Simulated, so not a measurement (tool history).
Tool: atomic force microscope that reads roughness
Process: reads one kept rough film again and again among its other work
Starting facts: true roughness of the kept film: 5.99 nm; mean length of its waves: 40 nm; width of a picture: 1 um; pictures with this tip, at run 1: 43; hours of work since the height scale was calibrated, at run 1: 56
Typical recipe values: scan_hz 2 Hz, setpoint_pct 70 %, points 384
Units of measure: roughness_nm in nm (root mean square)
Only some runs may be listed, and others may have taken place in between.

run   hour  scan_hz  setpoint_pct  points  pictures with this tip  hours of work since the height scale was calibrated  roughness_nm
  1      0        2            70     384                      43                                                   56         4.765
  2    7.1        2            70     384                      60                                                   60         4.615
  3   21.1        2            70     384                      94                                                   70         4.346
      25.4  -- new tip fitted
  4   32.1        2            70     384                      16                                                   77         5.008
  5   46.4        2            70     384                      50                                                   87         4.695
  6   59.7        2            62     384                      82                                                   97         4.592
      68.2  -- new tip fitted
  7   71.5     0.87            62     384                       8                                                  104         5.403
  8   87.3     0.87            62     384                      46                                                  115         5.004
  9  102.7        2            70     384                      83                                                  126         4.482
     111.2  -- new tip fitted
 10  117.3     0.63            85     590                      15                                                  136         5.106
 11  130.4     1.95            85     324                      46                                                  145         4.408
 12  138.8     2.01            55     313                      66                                                  151         4.764
     153.3  -- new tip fitted
 13  153.3     0.59            78     343                       0                                                  160         5.432
 14    169     1.31            60     611                      38                                                  171         5.076
 15  176.8     1.85            61     985                      56                                                  177         4.861
 16  186.6     1.85            61     985                      80                                                  184         4.691
     195.5  -- new tip fitted
 17  195.5     0.53            65     443                       0                                                  189         5.426

What if the next run were any one of these 4? Each begins from the tool's condition after run 17:
  A   206        2            56     489                      25                                                  197             ?
  B   206     2.86            70     384                      25                                                  197             ?
  C   206        2            70     264                      25                                                  197             ?
  D   206        2            70     671                      25                                                  197             ?

run  roughness_nm
  A         5.113
  B         4.806
  C         4.948
  D         4.944
Without the tool's unlogged condition, the same runs would have read:
run  roughness_nm
  A         5.387
  B         5.063
  C         5.212
  D         5.208
